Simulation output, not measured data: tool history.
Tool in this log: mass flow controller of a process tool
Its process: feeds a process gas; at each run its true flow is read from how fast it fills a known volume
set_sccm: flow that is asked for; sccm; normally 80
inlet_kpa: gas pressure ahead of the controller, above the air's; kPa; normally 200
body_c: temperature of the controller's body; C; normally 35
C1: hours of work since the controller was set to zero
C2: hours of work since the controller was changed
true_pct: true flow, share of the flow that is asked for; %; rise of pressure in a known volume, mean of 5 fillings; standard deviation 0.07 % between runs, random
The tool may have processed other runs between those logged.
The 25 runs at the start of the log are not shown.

Run 26, hour 1963.5: usual settings but set_sccm 73 sccm, inlet_kpa 143 kPa, body_c 21 C; C1 201; C2 2266. Result: true_pct 99.22 %.
Run 27, hour 2039.2: usual settings but set_sccm 73 sccm, inlet_kpa 143 kPa, body_c 21 C; C1 246; C2 2311. Result: true_pct 99.13 %.
Run 28, hour 2144.4: usual settings but body_c 23 C; C1 309; C2 2374. Result: true_pct 99.26 %.
Run 29, hour 2257.7: usual settings but set_sccm 26 sccm, inlet_kpa 141 kPa, body_c 36 C; C1 377; C2 2442. Result: true_pct 96.45 %.
Run 30, hour 2319: usual settings but body_c 31 C; C1 413; C2 2478. Result: true_pct 98.42 %.
Run 31, hour 2412.7: usual settings but set_sccm 14 sccm, body_c 20 C; C1 469; C2 2534. Result: true_pct 97.54 %.
Run 32, hour 2490.5: usual settings but set_sccm 14 sccm, inlet_kpa 160 kPa, body_c 36 C; C1 515; C2 2580. Result: true_pct 95.83 %.
Run 33, hour 2541.4: usual settings but set_sccm 84 sccm, inlet_kpa 173 kPa; C1 546; C2 2611. Result: true_pct 98.16 %.
Run 34, hour 2636.5: usual settings but set_sccm 23 sccm, inlet_kpa 246 kPa, body_c 31 C; C1 602; C2 2667. Result: true_pct 96.75 %.
Run 35, hour 2725.8: usual settings but set_sccm 23 sccm, inlet_kpa 246 kPa, body_c 31 C; C1 656; C2 2720. Result: true_pct 96.74 %.
Run 36, hour 2837.2: usual settings but set_sccm 23 sccm, inlet_kpa 246 kPa, body_c 31 C; C1 722; C2 2787. Result: true_pct 96.68 %.
Run 37, hour 2885.1: usual settings but inlet_kpa 214 kPa, body_c 28 C; C1 750; C2 2815. Result: true_pct 98.58 %.
Run 38, hour 2937.3: usual settings but inlet_kpa 214 kPa, body_c 28 C; C1 782; C2 2847. Result: true_pct 98.58 %.
Run 39, hour 3050.5: usual settings but set_sccm 54 sccm, inlet_kpa 223 kPa; C1 849; C2 2914. Result: true_pct 97.16 %.
Run 40, hour 3098: usual settings but set_sccm 54 sccm, inlet_kpa 223 kPa; C1 877; C2 2942. Result: true_pct 97.18 %.
Run 41, hour 3169: usual settings but inlet_kpa 168 kPa; C1 920; C2 2985. Result: true_pct 97.69 %.
Run 42, hour 3217.7: usual settings but inlet_kpa 168 kPa; C1 949; C2 3014. Result: true_pct 97.81 %.
Run 43, hour 3280.5: usual settings but set_sccm 29 sccm, inlet_kpa 177 kPa, body_c 36 C; C1 986; C2 3051. Result: true_pct 96.23 %.
Run 44, hour 3383.8: usual settings but set_sccm 51 sccm, inlet_kpa 177 kPa, body_c 36 C; C1 1048; C2 3113. Result: true_pct 96.95 %.
Run 45, hour 3463.5: usual settings but set_sccm 75 sccm, inlet_kpa 177 kPa, body_c 25 C; C1 1095; C2 3160. Result: true_pct 98.57 %.
Run 46, hour 3529.7: usual settings but set_sccm 75 sccm, inlet_kpa 177 kPa, body_c 25 C; C1 1135; C2 3200. Result: true_pct 98.74 %.

Run 47 is up next; what results do you expect?
Run 47, hour 3604.6: usual settings but set_sccm 38 sccm, inlet_kpa 249 kPa; C1 1179; C2 3244. Result: true_pct ?.

{"run 47": {"true_pct": 96.65}}
The same run, on a tool lacking any hidden state, would have yielded true_pct 97.63 %.

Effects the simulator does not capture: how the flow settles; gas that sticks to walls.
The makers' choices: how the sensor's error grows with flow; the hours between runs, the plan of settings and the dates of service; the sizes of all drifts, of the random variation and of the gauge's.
